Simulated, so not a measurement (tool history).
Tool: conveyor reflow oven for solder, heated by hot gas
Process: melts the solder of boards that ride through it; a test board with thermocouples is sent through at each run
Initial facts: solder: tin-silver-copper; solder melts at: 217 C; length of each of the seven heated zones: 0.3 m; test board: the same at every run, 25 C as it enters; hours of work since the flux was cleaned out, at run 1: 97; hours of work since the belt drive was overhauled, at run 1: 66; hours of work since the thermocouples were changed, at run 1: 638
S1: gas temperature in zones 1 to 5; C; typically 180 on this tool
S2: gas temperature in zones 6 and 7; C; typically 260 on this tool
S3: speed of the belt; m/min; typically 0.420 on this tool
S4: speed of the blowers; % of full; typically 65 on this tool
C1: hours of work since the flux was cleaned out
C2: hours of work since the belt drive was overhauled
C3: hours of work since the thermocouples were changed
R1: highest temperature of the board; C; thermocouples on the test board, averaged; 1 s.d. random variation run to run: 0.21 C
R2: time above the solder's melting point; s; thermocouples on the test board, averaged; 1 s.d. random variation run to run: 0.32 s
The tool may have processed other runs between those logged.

Run 1, hour 0.0: usual settings; C1 97; C2 66; C3 638. Result: R1 246.2 C, R2 60.8 s.
Run 2, hour 22.0: usual settings; C1 110; C2 79; C3 651. Result: R1 245.7 C, R2 60.8 s.
Run 3, hour 72.9: usual settings; C1 139; C2 108; C3 680. Result: R1 246.2 C, R2 60.7 s.
At hour 93.5: thermocouples of zones 6 and 7 changed.
Run 4, hour 105.0: usual settings; C1 157; C2 126; C3 7. Result: R1 243.6 C, R2 57.2 s.
Run 5, hour 150.5: usual settings; C1 183; C2 152; C3 33. Result: R1 243.2 C, R2 57.9 s.
Run 6, hour 172.4: usual settings; C1 196; C2 165; C3 46. Result: R1 243.4 C, R2 58.0 s.
Run 7, hour 218.7: usual settings but S4 52 % of full; C1 222; C2 191; C3 72. Result: R1 239.3 C, R2 50.6 s.
Run 8, hour 264.6: usual settings but S4 52 % of full; C1 249; C2 218; C3 99. Result: R1 238.8 C, R2 50.4 s.
At hour 285.9: flux residue cleaned out of gas plates and filters.
Run 9, hour 318.6: usual settings but S2 274 C; C1 19; C2 246; C3 127. Result: R1 257.3 C, R2 70.3 s.
Run 10, hour 353.8: usual settings but S2 265 C; C1 39; C2 267; C3 147. Result: R1 249.1 C, R2 63.9 s.
Run 11, hour 384.5: usual settings; C1 57; C2 284; C3 165. Result: R1 245.0 C, R2 59.7 s.
Run 12, hour 428.8: usual settings; C1 82; C2 310; C3 191. Result: R1 244.4 C, R2 59.2 s.
Run 13, hour 465.9: usual settings; C1 104; C2 331; C3 212. Result: R1 244.4 C, R2 60.3 s.
At hour 473.0: belt drive overhauled, speed set with a stopwatch.
Run 14, hour 499.9: usual settings; C1 121; C2 16; C3 229. Result: R1 244.5 C, R2 59.3 s.
Run 15, hour 530.1: usual settings but S1 175 C, S3 0.342 m/min; C1 139; C2 33; C3 247. Result: R1 249.4 C, R2 79.5 s.
Run 16, hour 553.2: usual settings but S1 184 C, S4 50 % of full; C1 152; C2 46; C3 260. Result: R1 240.0 C, R2 54.0 s.
Run 17, hour 600.3: usual settings but S1 184 C, S4 50 % of full; C1 179; C2 73; C3 287. Result: R1 240.5 C, R2 53.8 s.
At hour 622.2: belt drive overhauled, speed set with a stopwatch, once more.
Run 18, hour 654.9: usual settings but S2 259 C, S3 0.484 m/min, S4 90 % of full; C1 208; C2 19; C3 317. Result: R1 244.6 C, R2 51.4 s.
Run 19, hour 687.0: usual settings but S2 269 C, S3 0.484 m/min, S4 90 % of full; C1 227; C2 37; C3 335. Result: R1 252.8 C, R2 57.9 s.
Run 20, hour 729.1: usual settings but S2 269 C, S3 0.484 m/min, S4 90 % of full; C1 251; C2 62; C3 359. Result: R1 252.5 C, R2 57.9 s.
At hour 748.1: flux residue cleaned out of gas plates and filters.
Run 21, hour 757.1: usual settings but S2 258 C, S3 0.396 m/min; C1 5; C2 75; C3 373. Result: R1 245.3 C, R2 64.6 s.
Run 22, hour 795.2: usual settings but S1 193 C, S2 271 C, S3 0.359 m/min, S4 83 % of full; C1 27; C2 97; C3 395. Result: R1 264.8 C, R2 94.6 s.
Run 23, hour 841.9: usual settings but S1 193 C, S2 271 C, S3 0.359 m/min, S4 83 % of full; C1 54; C2 124; C3 422. Result: R1 264.4 C, R2 95.1 s.
Run 24, hour 891.8: usual settings but S1 193 C, S2 271 C, S3 0.359 m/min, S4 83 % of full; C1 83; C2 153; C3 450. Result: R1 264.4 C, R2 95.5 s.
Run 25, hour 918.1: usual settings but S1 170 C, S2 271 C, S3 0.359 m/min, S4 71 % of full; C1 98; C2 168; C3 466. Result: R1 259.4 C, R2 80.7 s.
Run 26, hour 957.2: usual settings but S1 170 C, S2 271 C, S3 0.359 m/min, S4 71 % of full; C1 121; C2 190; C3 488. Result: R1 259.4 C, R2 81.1 s.
Run 27, hour 998.8: usual settings but S1 170 C, S2 271 C, S3 0.359 m/min, S4 71 % of full; C1 145; C2 215; C3 512. Result: R1 259.2 C, R2 80.6 s.

Here are 4 independent what-if runs from the current tool condition. What would each one return?
Run A, hour 1044.6: usual settings but S1 182 C; C1 171; C2 241; C3 539. Result: R1 ?, R2 ?.
Run B, hour 1044.6: usual settings but S1 170 C, S2 271 C, S3 0.359 m/min, S4 72 % of full; C1 171; C2 241; C3 539. Result: R1 ?, R2 ?.
Run C, hour 1044.6: usual settings but S1 188 C, S2 271 C, S3 0.359 m/min, S4 71 % of full; C1 171; C2 241; C3 539. Result: R1 ?, R2 ?.
Run D, hour 1044.6: usual settings but S3 0.399 m/min; C1 171; C2 241; C3 539. Result: R1 ?, R2 ?.

run     R1    R2
  A  245.3  60.6
  B  259.6  80.5
  C  261.3  90.9
  D  246.4  65.1
With the hidden condition removed and each run's random variation left untouched, the same runs would have given:
run     R1    R2
  A  245.4  61.0
  B  259.7  80.5
  C  261.2  90.6
  D  246.5  65.4
